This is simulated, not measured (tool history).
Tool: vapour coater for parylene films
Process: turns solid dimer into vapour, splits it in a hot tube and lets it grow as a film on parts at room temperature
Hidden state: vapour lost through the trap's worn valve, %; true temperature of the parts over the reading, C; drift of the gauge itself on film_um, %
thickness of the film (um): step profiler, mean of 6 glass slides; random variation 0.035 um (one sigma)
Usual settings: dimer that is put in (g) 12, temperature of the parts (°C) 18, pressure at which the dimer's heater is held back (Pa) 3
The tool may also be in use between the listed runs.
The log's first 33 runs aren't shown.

run	hour	dimer that is put in (g)	temperature of the parts (°C)	pressure at which the dimer's heater is held back (Pa)	hours of work since the trap's valve was overhauled	hours of work since the table's thermometer was calibrated	thickness of the film (um)
34	1120.3	20	10	6.87	135	278	10.16
35	1143.1	8	30	3	155	298	2.34
36	1174.2	6	19	3.37	183	326	2.56
37	1194.9	6	18	2.07	201	344	2.95
38	1215.5	12	18	8.97	219	362	4.29
39	1261.1	12	14	3.96	260	402	5.94
40	1282.4	21	11	2.81	279	421	12.27
41	1309.2	11	21	9.96	302	445	3.39
42	1338.5	18	28	6.63	328	471	4.79
43	1369.2	15	28	5.73	355	498	4.12

Forecast each of these 5 alternatives for the next run:
A	1394.5	15	28	6.14	378	521	?
B	1394.5	10	18	4.61	378	521	?
C	1394.5	12	14	5.53	378	521	?
D	1394.5	14	14	4.83	378	521	?
E	1394.5	16	18	3	378	521	?

run	thickness of the film (um)
A	4
B	4.08
C	5.46
D	6.47
E	7.12
Without the tool's hidden state the same runs would have given:
run	thickness of the film (um)
A	4.15
B	4.22
C	5.66
D	6.7
E	7.38
